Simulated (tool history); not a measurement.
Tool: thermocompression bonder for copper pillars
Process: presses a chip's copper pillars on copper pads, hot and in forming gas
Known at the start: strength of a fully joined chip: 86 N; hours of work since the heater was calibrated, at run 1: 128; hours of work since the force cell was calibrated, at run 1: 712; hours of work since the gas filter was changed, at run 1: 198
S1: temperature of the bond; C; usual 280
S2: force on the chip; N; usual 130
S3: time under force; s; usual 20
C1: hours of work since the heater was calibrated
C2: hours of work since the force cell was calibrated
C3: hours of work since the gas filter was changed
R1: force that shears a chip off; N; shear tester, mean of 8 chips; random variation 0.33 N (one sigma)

{"run": 1, "hour": 0.0, "S1": 280, "S2": 130, "S3": 20, "C1": 128, "C2": 712, "C3": 198, "R1": 46.6}
{"run": 2, "hour": 15.0, "S1": 280, "S2": 130, "S3": 20, "C1": 136, "C2": 720, "C3": 206, "R1": 46.6}
{"run": 3, "hour": 30.4, "S1": 280, "S2": 130, "S3": 20, "C1": 145, "C2": 728, "C3": 214, "R1": 46.3}
{"run": 4, "hour": 55.6, "S1": 280, "S2": 130, "S3": 20, "C1": 158, "C2": 742, "C3": 228, "R1": 46.3}
{"run": 5, "hour": 79.3, "S1": 280, "S2": 190, "S3": 20, "C1": 171, "C2": 755, "C3": 241, "R1": 62.5}
{"run": 6, "hour": 102.9, "S1": 280, "S2": 190, "S3": 20, "C1": 184, "C2": 767, "C3": 253, "R1": 62.4}
{"hour": 106.4, "done": "forming gas filter changed"}
{"hour": 111.4, "done": "force cell calibrated"}
{"run": 7, "hour": 133.3, "S1": 280, "S2": 130, "S3": 10, "C1": 199, "C2": 12, "C3": 14, "R1": 41.4}
{"run": 8, "hour": 158.6, "S1": 280, "S2": 130, "S3": 10, "C1": 213, "C2": 25, "C3": 27, "R1": 41}
{"run": 9, "hour": 179.6, "S1": 280, "S2": 130, "S3": 10, "C1": 224, "C2": 37, "C3": 39, "R1": 40.9}
{"run": 10, "hour": 209.6, "S1": 280, "S2": 93, "S3": 20, "C1": 240, "C2": 53, "C3": 55, "R1": 36.9}
{"run": 11, "hour": 239.2, "S1": 280, "S2": 153, "S3": 20, "C1": 256, "C2": 69, "C3": 71, "R1": 58.9}
{"run": 12, "hour": 267.6, "S1": 309, "S2": 88, "S3": 15, "C1": 271, "C2": 84, "C3": 86, "R1": 46.6}
{"run": 13, "hour": 297.8, "S1": 309, "S2": 88, "S3": 15, "C1": 288, "C2": 100, "C3": 102, "R1": 46.7}
{"run": 14, "hour": 325.0, "S1": 309, "S2": 88, "S3": 22, "C1": 302, "C2": 115, "C3": 117, "R1": 52.6}
{"run": 15, "hour": 338.8, "S1": 309, "S2": 88, "S3": 22, "C1": 310, "C2": 123, "C3": 124, "R1": 52}
{"run": 16, "hour": 362.6, "S1": 280, "S2": 130, "S3": 20, "C1": 322, "C2": 135, "C3": 137, "R1": 50.7}

The next listed run, before its measurement:
{"run": 17, "hour": 384.7, "S1": 280, "S2": 130, "S3": 20, "C1": 334, "C2": 147, "C3": 149, "R1": "?"}

Run 17 gave R1 50.6 N.
Without the tool's hidden state the same run would have given R1 52.1 N.
